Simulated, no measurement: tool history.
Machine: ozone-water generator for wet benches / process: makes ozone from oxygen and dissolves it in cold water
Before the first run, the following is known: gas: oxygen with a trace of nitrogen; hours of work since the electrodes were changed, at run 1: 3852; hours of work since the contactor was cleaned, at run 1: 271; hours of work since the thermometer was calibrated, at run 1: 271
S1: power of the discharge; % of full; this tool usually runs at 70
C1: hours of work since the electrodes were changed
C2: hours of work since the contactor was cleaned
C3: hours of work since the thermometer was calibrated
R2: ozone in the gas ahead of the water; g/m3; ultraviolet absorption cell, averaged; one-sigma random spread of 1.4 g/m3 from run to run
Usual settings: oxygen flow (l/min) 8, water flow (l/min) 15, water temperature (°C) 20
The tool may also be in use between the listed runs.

{"run": 1, "hour": 0.0, "S1": 70, "oxygen flow (l/min)": 8, "water flow (l/min)": 15, "water temperature (°C)": 20, "C1": 3852, "C2": 271, "C3": 271, "dissolved ozone (ppm)": 34.2, "R2": 257}
{"run": 2, "hour": 78.9, "S1": 70, "oxygen flow (l/min)": 8, "water flow (l/min)": 15, "water temperature (°C)": 20, "C1": 3919, "C2": 339, "C3": 339, "dissolved ozone (ppm)": 34.6, "R2": 258.9}
{"run": 3, "hour": 147.1, "S1": 70, "oxygen flow (l/min)": 8, "water flow (l/min)": 15, "water temperature (°C)": 20, "C1": 3977, "C2": 397, "C3": 397, "dissolved ozone (ppm)": 34.4, "R2": 258.9}
{"run": 4, "hour": 308.5, "S1": 70, "oxygen flow (l/min)": 8, "water flow (l/min)": 15, "water temperature (°C)": 20, "C1": 4115, "C2": 535, "C3": 535, "dissolved ozone (ppm)": 34.1, "R2": 255.3}
{"run": 5, "hour": 398.1, "S1": 70, "oxygen flow (l/min)": 8, "water flow (l/min)": 15, "water temperature (°C)": 20, "C1": 4192, "C2": 611, "C3": 611, "dissolved ozone (ppm)": 34.7, "R2": 256.2}
{"run": 6, "hour": 491.1, "S1": 70, "oxygen flow (l/min)": 8, "water flow (l/min)": 15, "water temperature (°C)": 20, "C1": 4271, "C2": 691, "C3": 691, "dissolved ozone (ppm)": 34.3, "R2": 259.2}
{"run": 7, "hour": 623.3, "S1": 70, "oxygen flow (l/min)": 8, "water flow (l/min)": 15, "water temperature (°C)": 20, "C1": 4384, "C2": 804, "C3": 804, "dissolved ozone (ppm)": 34.8, "R2": 257}
{"run": 8, "hour": 726.2, "S1": 70, "oxygen flow (l/min)": 8, "water flow (l/min)": 15, "water temperature (°C)": 20, "C1": 4472, "C2": 892, "C3": 892, "dissolved ozone (ppm)": 34.5, "R2": 251.9}
{"run": 9, "hour": 870.0, "S1": 70, "oxygen flow (l/min)": 8, "water flow (l/min)": 15, "water temperature (°C)": 20, "C1": 4595, "C2": 1014, "C3": 1014, "dissolved ozone (ppm)": 34.4, "R2": 255.6}
{"run": 10, "hour": 961.2, "S1": 70, "oxygen flow (l/min)": 8, "water flow (l/min)": 15, "water temperature (°C)": 14, "C1": 4673, "C2": 1092, "C3": 1092, "dissolved ozone (ppm)": 38.8, "R2": 257.2}
{"run": 11, "hour": 1084.8, "S1": 70, "oxygen flow (l/min)": 8, "water flow (l/min)": 15, "water temperature (°C)": 14, "C1": 4778, "C2": 1198, "C3": 1198, "dissolved ozone (ppm)": 38.8, "R2": 256.3}
{"run": 12, "hour": 1159.5, "S1": 70, "oxygen flow (l/min)": 8, "water flow (l/min)": 15, "water temperature (°C)": 20, "C1": 4842, "C2": 1261, "C3": 1261, "dissolved ozone (ppm)": 33.9, "R2": 252.7}
{"run": 13, "hour": 1292.3, "S1": 70, "oxygen flow (l/min)": 8, "water flow (l/min)": 15, "water temperature (°C)": 20, "C1": 4955, "C2": 1375, "C3": 1375, "dissolved ozone (ppm)": 34.4, "R2": 255.6}
{"run": 14, "hour": 1406.3, "S1": 70, "oxygen flow (l/min)": 8, "water flow (l/min)": 15, "water temperature (°C)": 20, "C1": 5053, "C2": 1472, "C3": 1472, "dissolved ozone (ppm)": 34.3, "R2": 252.9}
{"run": 15, "hour": 1495.3, "S1": 70, "oxygen flow (l/min)": 4.47, "water flow (l/min)": 15, "water temperature (°C)": 20, "C1": 5129, "C2": 1548, "C3": 1548, "dissolved ozone (ppm)": 40.5, "R2": 380.9}
{"run": 16, "hour": 1623.1, "S1": 70, "oxygen flow (l/min)": 4.58, "water flow (l/min)": 10, "water temperature (°C)": 19, "C1": 5238, "C2": 1657, "C3": 1657, "dissolved ozone (ppm)": 52.8, "R2": 372.2}
{"run": 17, "hour": 1754.9, "S1": 49, "oxygen flow (l/min)": 5.79, "water flow (l/min)": 18, "water temperature (°C)": 25, "C1": 5350, "C2": 1770, "C3": 1770, "dissolved ozone (ppm)": 23.5, "R2": 240.4}
{"run": 18, "hour": 1871.3, "S1": 41, "oxygen flow (l/min)": 8, "water flow (l/min)": 15, "water temperature (°C)": 14, "C1": 5450, "C2": 1869, "C3": 1869, "dissolved ozone (ppm)": 26.1, "R2": 170.5}
{"run": 19, "hour": 1987.7, "S1": 41, "oxygen flow (l/min)": 8, "water flow (l/min)": 19, "water temperature (°C)": 18, "C1": 5549, "C2": 1969, "C3": 1969, "dissolved ozone (ppm)": 20.4, "R2": 168.3}
{"run": 20, "hour": 2092.0, "S1": 65, "oxygen flow (l/min)": 8, "water flow (l/min)": 15, "water temperature (°C)": 23, "C1": 5638, "C2": 2058, "C3": 2058, "dissolved ozone (ppm)": 30.8, "R2": 238.3}
{"run": 21, "hour": 2203.4, "S1": 61, "oxygen flow (l/min)": 8, "water flow (l/min)": 15, "water temperature (°C)": 23, "C1": 5733, "C2": 2153, "C3": 2153, "dissolved ozone (ppm)": 29.1, "R2": 227.3}
{"run": 22, "hour": 2277.3, "S1": 61, "oxygen flow (l/min)": 8, "water flow (l/min)": 15, "water temperature (°C)": 23, "C1": 5796, "C2": 2216, "C3": 2216, "dissolved ozone (ppm)": 28.8, "R2": 229.7}
{"run": 23, "hour": 2347.6, "S1": 61, "oxygen flow (l/min)": 8, "water flow (l/min)": 15, "water temperature (°C)": 23, "C1": 5856, "C2": 2276, "C3": 2276, "dissolved ozone (ppm)": 29.1, "R2": 227.6}
{"run": 24, "hour": 2436.7, "S1": 61, "oxygen flow (l/min)": 8, "water flow (l/min)": 15, "water temperature (°C)": 23, "C1": 5932, "C2": 2352, "C3": 2352, "dissolved ozone (ppm)": 29.7, "R2": 226.7}
{"run": 25, "hour": 2565.2, "S1": 61, "oxygen flow (l/min)": 8, "water flow (l/min)": 15, "water temperature (°C)": 23, "C1": 6042, "C2": 2462, "C3": 2462, "dissolved ozone (ppm)": 29.2, "R2": 225.9}

Each row is a separate what-if for the run after 25, all from the same tool condition, not one after another. Results?
{"run": "A", "hour": 2728.1, "S1": 70, "oxygen flow (l/min)": 8, "water flow (l/min)": 23, "water temperature (°C)": 20, "C1": 6181, "C2": 2601, "C3": 2601, "dissolved ozone (ppm)": "?", "R2": "?"}
{"run": "B", "hour": 2728.1, "S1": 66, "oxygen flow (l/min)": 8, "water flow (l/min)": 11, "water temperature (°C)": 26, "C1": 6181, "C2": 2601, "C3": 2601, "dissolved ozone (ppm)": "?", "R2": "?"}
{"run": "C", "hour": 2728.1, "S1": 41, "oxygen flow (l/min)": 8, "water flow (l/min)": 15, "water temperature (°C)": 21, "C1": 6181, "C2": 2601, "C3": 2601, "dissolved ozone (ppm)": "?", "R2": "?"}
{"run": "D", "hour": 2728.1, "S1": 61, "oxygen flow (l/min)": 4.04, "water flow (l/min)": 15, "water temperature (°C)": 23, "C1": 6181, "C2": 2601, "C3": 2601, "dissolved ozone (ppm)": "?", "R2": "?"}
{"run": "E", "hour": 2728.1, "S1": 63, "oxygen flow (l/min)": 8, "water flow (l/min)": 9, "water temperature (°C)": 23, "C1": 6181, "C2": 2601, "C3": 2601, "dissolved ozone (ppm)": "?", "R2": "?"}

run=A dissolved_ozone_(ppm)=26 R2=251.1
run=B dissolved_ozone_(ppm)=34.2 R2=238.8
run=C dissolved_ozone_(ppm)=22.7 R2=168
run=D dissolved_ozone_(ppm)=35 R2=362.2
run=E dissolved_ozone_(ppm)=38.6 R2=230.6
Stripped of hidden state, with their random variation kept, the same runs would have yielded:
run=A dissolved_ozone_(ppm)=26.1 R2=258
run=B dissolved_ozone_(ppm)=34.3 R2=245.5
run=C dissolved_ozone_(ppm)=22.7 R2=172.6
run=D dissolved_ozone_(ppm)=35.1 R2=372.2
run=E dissolved_ozone_(ppm)=38.7 R2=237
